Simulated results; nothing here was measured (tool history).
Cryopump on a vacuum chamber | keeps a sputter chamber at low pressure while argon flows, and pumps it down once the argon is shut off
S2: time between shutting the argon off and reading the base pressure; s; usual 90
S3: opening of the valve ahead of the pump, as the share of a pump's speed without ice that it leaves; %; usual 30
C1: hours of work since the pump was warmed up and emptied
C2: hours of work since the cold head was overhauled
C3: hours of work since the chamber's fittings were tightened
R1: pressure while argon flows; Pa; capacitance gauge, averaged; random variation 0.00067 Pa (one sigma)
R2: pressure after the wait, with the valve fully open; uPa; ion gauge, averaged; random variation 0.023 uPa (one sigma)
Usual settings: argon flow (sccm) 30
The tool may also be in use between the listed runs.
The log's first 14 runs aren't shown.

Run 15, hour 171.7: usual settings but argon flow (sccm) 46; C1 255; C2 255; C3 2234. Result: R1 0.176 Pa, R2 1.23 uPa.
Run 16, hour 184.3: usual settings but argon flow (sccm) 46; C1 265; C2 265; C3 2244. Result: R1 0.1739 Pa, R2 1.28 uPa.
Run 17, hour 203: usual settings but argon flow (sccm) 13, S2 180 s; C1 278; C2 278; C3 2257. Result: R1 0.0492 Pa, R2 1.01 uPa.
Run 18, hour 212.7: usual settings but argon flow (sccm) 15, S2 180 s, S3 17 %; C1 286; C2 286; C3 2265. Result: R1 0.0998 Pa, R2 0.97 uPa.
Run 19, hour 227.1: usual settings but argon flow (sccm) 15, S2 180 s, S3 17 %; C1 296; C2 296; C3 2275. Result: R1 0.0992 Pa, R2 0.96 uPa.
Run 20, hour 237.8: usual settings but argon flow (sccm) 15, S2 180 s, S3 24 %; C1 304; C2 304; C3 2283. Result: R1 0.0717 Pa, R2 1.01 uPa.
Run 21, hour 254.5: usual settings but argon flow (sccm) 15, S2 180 s, S3 24 %; C1 317; C2 317; C3 2296. Result: R1 0.0704 Pa, R2 0.99 uPa.
Run 22, hour 266.6: usual settings but argon flow (sccm) 21, S2 280 s, S3 44 %; C1 326; C2 326; C3 2305. Result: R1 0.0553 Pa, R2 0.93 uPa.
Run 23, hour 277.4: usual settings but argon flow (sccm) 21, S2 280 s, S3 25 %; C1 334; C2 334; C3 2313. Result: R1 0.0964 Pa, R2 0.91 uPa.
Run 24, hour 289.8: usual settings but argon flow (sccm) 21, S2 280 s, S3 25 %; C1 343; C2 343; C3 2322. Result: R1 0.0956 Pa, R2 0.92 uPa.
Run 25, hour 303.2: usual settings but argon flow (sccm) 14, S2 140 s, S3 60 %; C1 353; C2 353; C3 2332. Result: R1 0.0276 Pa, R2 1.08 uPa.
Run 26, hour 316.1: usual settings but argon flow (sccm) 14, S2 43 s, S3 35 %; C1 363; C2 363; C3 2342. Result: R1 0.0466 Pa, R2 1.85 uPa.
Run 27, hour 325.7: usual settings but argon flow (sccm) 57, S2 79 s, S3 35 %; C1 370; C2 370; C3 2349. Result: R1 0.1879 Pa, R2 1.34 uPa.
Run 28, hour 336.7: usual settings but argon flow (sccm) 57, S2 79 s, S3 35 %; C1 378; C2 378; C3 2357. Result: R1 0.1892 Pa, R2 1.31 uPa.
Run 29, hour 352: usual settings but argon flow (sccm) 14, S2 279 s, S3 27 %; C1 389; C2 389; C3 2368. Result: R1 0.0602 Pa, R2 0.93 uPa.
Run 30, hour 367.9: usual settings but argon flow (sccm) 14, S2 279 s, S3 27 %; C1 401; C2 401; C3 2380. Result: R1 0.0604 Pa, R2 0.93 uPa.
Run 31, hour 377.6: usual settings but argon flow (sccm) 14, S2 279 s, S3 27 %; C1 408; C2 408; C3 2387. Result: R1 0.0592 Pa, R2 0.92 uPa.

4 ways to go on from here, each from the tool as it stands after run 31. What would each give?
Run A, hour 393.8: usual settings but argon flow (sccm) 14, S2 29 s, S3 27 %; C1 420; C2 420; C3 2399. Result: R1 ?, R2 ?.
Run B, hour 393.8: usual settings but argon flow (sccm) 14, S2 56 s, S3 26 %; C1 420; C2 420; C3 2399. Result: R1 ?, R2 ?.
Run C, hour 393.8: usual settings but argon flow (sccm) 14, S2 279 s, S3 22 %; C1 420; C2 420; C3 2399. Result: R1 ?, R2 ?.
Run D, hour 393.8: usual settings but argon flow (sccm) 28, S2 279 s, S3 20 %; C1 420; C2 420; C3 2399. Result: R1 ?, R2 ?.

run      R1    R2
  A  0.0592  2.42
  B   0.062  1.65
  C   0.073  0.92
  D   0.162  0.96
Without the tool's hidden state the same runs would have given:
run      R1    R2
  A  0.0573  1.87
  B    0.06  1.08
  C   0.071  0.37
  D   0.158  0.39

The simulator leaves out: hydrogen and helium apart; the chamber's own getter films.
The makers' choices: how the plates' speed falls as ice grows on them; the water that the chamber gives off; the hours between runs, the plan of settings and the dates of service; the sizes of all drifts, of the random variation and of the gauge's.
